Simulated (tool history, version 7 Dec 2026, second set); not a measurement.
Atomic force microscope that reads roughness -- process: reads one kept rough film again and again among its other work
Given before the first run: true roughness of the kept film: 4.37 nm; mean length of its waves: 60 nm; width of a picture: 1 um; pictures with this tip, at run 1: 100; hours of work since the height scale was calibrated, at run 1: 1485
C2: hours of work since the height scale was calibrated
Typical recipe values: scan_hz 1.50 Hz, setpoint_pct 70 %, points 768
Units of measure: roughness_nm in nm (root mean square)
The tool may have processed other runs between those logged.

run 1 hour=0.0 | scan_hz=1.50 setpoint_pct=70 points=768 | pictures_with_this_tip=100 C2=1485 | roughness_nm=3.848
-- hour=41.1 new tip fitted
run 2 hour=47.1 | scan_hz=1.50 setpoint_pct=70 points=768 | pictures_with_this_tip=11 C2=1518 | roughness_nm=3.997
run 3 hour=106.4 | scan_hz=1.50 setpoint_pct=70 points=768 | pictures_with_this_tip=117 C2=1561 | roughness_nm=3.811
-- hour=136.8 new tip fitted
run 4 hour=164.3 | scan_hz=1.50 setpoint_pct=70 points=406 | pictures_with_this_tip=50 C2=1603 | roughness_nm=3.875
run 5 hour=201.6 | scan_hz=1.50 setpoint_pct=70 points=406 | pictures_with_this_tip=117 C2=1630 | roughness_nm=3.834
-- hour=231.6 new tip fitted
run 6 hour=241.7 | scan_hz=1.50 setpoint_pct=70 points=300 | pictures_with_this_tip=18 C2=1659 | roughness_nm=3.921
run 7 hour=284.3 | scan_hz=1.50 setpoint_pct=70 points=300 | pictures_with_this_tip=95 C2=1690 | roughness_nm=3.830
-- hour=327.3 new tip fitted
run 8 hour=334.2 | scan_hz=1.72 setpoint_pct=70 points=300 | pictures_with_this_tip=12 C2=1725 | roughness_nm=3.920
run 9 hour=390.6 | scan_hz=1.50 setpoint_pct=70 points=768 | pictures_with_this_tip=114 C2=1766 | roughness_nm=3.834
-- hour=426.2 new tip fitted
run 10 hour=433.7 | scan_hz=1.50 setpoint_pct=70 points=768 | pictures_with_this_tip=14 C2=1797 | roughness_nm=3.992
run 11 hour=491.8 | scan_hz=1.50 setpoint_pct=70 points=768 | pictures_with_this_tip=118 C2=1839 | roughness_nm=3.824
run 12 hour=519.2 | scan_hz=1.50 setpoint_pct=64 points=768 | pictures_with_this_tip=167 C2=1859 | roughness_nm=3.821
-- hour=523.9 new tip fitted
run 13 hour=552.7 | scan_hz=1.50 setpoint_pct=64 points=768 | pictures_with_this_tip=52 C2=1883 | roughness_nm=3.943
run 14 hour=605.5 | scan_hz=1.50 setpoint_pct=70 points=623 | pictures_with_this_tip=147 C2=1921 | roughness_nm=3.773
-- hour=620.1 new tip fitted
run 15 hour=634.0 | scan_hz=3.22 setpoint_pct=70 points=797 | pictures_with_this_tip=25 C2=1942 | roughness_nm=3.745
run 16 hour=681.4 | scan_hz=3.22 setpoint_pct=70 points=797 | pictures_with_this_tip=110 C2=1976 | roughness_nm=3.617
-- hour=717.4 new tip fitted
run 17 hour=727.1 | scan_hz=1.02 setpoint_pct=65 points=647 | pictures_with_this_tip=18 C2=2009 | roughness_nm=4.034
run 18 hour=752.1 | scan_hz=1.02 setpoint_pct=65 points=647 | pictures_with_this_tip=63 C2=2027 | roughness_nm=3.950
run 19 hour=779.1 | scan_hz=0.54 setpoint_pct=60 points=320 | pictures_with_this_tip=111 C2=2047 | roughness_nm=3.959
-- hour=814.6 new tip fitted
run 20 hour=837.1 | scan_hz=0.54 setpoint_pct=62 points=793 | pictures_with_this_tip=41 C2=2088 | roughness_nm=4.039
run 21 hour=883.9 | scan_hz=1.73 setpoint_pct=73 points=579 | pictures_with_this_tip=125 C2=2122 | roughness_nm=3.744
-- hour=911.0 new tip fitted
run 22 hour=933.8 | scan_hz=0.97 setpoint_pct=63 points=570 | pictures_with_this_tip=41 C2=2158 | roughness_nm=4.010
run 23 hour=992.5 | scan_hz=0.97 setpoint_pct=63 points=570 | pictures_with_this_tip=146 C2=2201 | roughness_nm=3.895
-- hour=1008.8 new tip fitted
run 24 hour=1050.2 | scan_hz=0.97 setpoint_pct=63 points=570 | pictures_with_this_tip=74 C2=2242 | roughness_nm=3.983
run 25 hour=1084.1 | scan_hz=0.97 setpoint_pct=63 points=570 | pictures_with_this_tip=135 C2=2267 | roughness_nm=3.906
-- hour=1103.7 new tip fitted
run 26 hour=1121.6 | scan_hz=2.14 setpoint_pct=63 points=570 | pictures_with_this_tip=33 C2=2293 | roughness_nm=3.912
run 27 hour=1159.1 | scan_hz=2.14 setpoint_pct=63 points=570 | pictures_with_this_tip=100 C2=2321 | roughness_nm=3.848

Predict each of these 4 candidate next runs independently; none follows another, all start after run 27:
-- hour=1195.0 height scale calibrated on a step standard
run A hour=1195.0 | scan_hz=2.14 setpoint_pct=86 points=570 | pictures_with_this_tip=163 C2=0 | roughness_nm=?
-- hour=1195.0 height scale calibrated on a step standard
run B hour=1195.0 | scan_hz=3.11 setpoint_pct=68 points=271 | pictures_with_this_tip=163 C2=0 | roughness_nm=?
-- hour=1195.0 height scale calibrated on a step standard
run C hour=1195.0 | scan_hz=2.08 setpoint_pct=66 points=768 | pictures_with_this_tip=163 C2=0 | roughness_nm=?
-- hour=1195.0 height scale calibrated on a step standard
run D hour=1195.0 | scan_hz=2.57 setpoint_pct=71 points=780 | pictures_with_this_tip=163 C2=0 | roughness_nm=?

run=A roughness_nm=3.475
run=B roughness_nm=3.683
run=C roughness_nm=3.814
run=D roughness_nm=3.649
Take away the tool's hidden state, keep each run's random variation, and the runs would have read:
run=A roughness_nm=3.667
run=B roughness_nm=3.887
run=C roughness_nm=4.025
run=D roughness_nm=3.851

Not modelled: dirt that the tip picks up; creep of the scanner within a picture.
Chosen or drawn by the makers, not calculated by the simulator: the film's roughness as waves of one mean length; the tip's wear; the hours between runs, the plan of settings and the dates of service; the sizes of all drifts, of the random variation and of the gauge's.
